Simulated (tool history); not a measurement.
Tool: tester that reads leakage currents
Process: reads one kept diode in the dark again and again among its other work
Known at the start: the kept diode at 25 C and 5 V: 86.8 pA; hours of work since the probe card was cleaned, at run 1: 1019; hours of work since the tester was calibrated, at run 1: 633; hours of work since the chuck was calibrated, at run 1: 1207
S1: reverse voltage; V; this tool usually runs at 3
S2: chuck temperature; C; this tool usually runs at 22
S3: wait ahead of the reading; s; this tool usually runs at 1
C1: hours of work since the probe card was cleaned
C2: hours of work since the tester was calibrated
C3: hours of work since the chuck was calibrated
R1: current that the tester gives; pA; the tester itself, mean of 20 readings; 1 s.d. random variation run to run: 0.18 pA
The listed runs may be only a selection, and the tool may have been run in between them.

run,day,S1,S2,S3,C1,C2,C3,R1
1,0,3,22,1,1019,633,1207,59.02
2,4.871,3,43,1,1066,680,1255,262.2
3,7.629,3,22,0.59,1093,708,1282,59.07
4,12.15,3,22,0.56,1138,752,1326,58.98
5,14.621,3,22,0.56,1162,776,1350,59.1
6,18.667,3,22,0.56,1202,816,1390,59.49
7,22.192,3,22,1,1236,850,1425,58.63
8,24.279,3,22,2.97,1256,871,1445,58.69
9,27.529,3,22,1,1288,902,1477,58.92
10,31.754,3,23,1,1330,944,1518,63.33
11,34.396,3,23,1,1356,970,1544,63.33
12,39.117,3,29,1,1402,1016,1590,97.41
13,43.925,1.88,42,7.78,1449,1063,1638,204.14
14,47.425,1.88,46,0.39,1483,1097,1672,270.19
15,51.95,1.8,33,0.39,1528,1142,1716,107.33
16,55.125,3.05,20,1,1559,1173,1747,51.21
17,59.788,1.18,22,1,1604,1218,1793,40.83

Run 18, settings as shown, results not yet in. Your forecast:
18,62,3,53,2.48,1626,1240,1815,?

{"run 18": {"R1": 497.56}}
Had the tool carried no hidden state, the very same run would have given R1 527.89 pA.
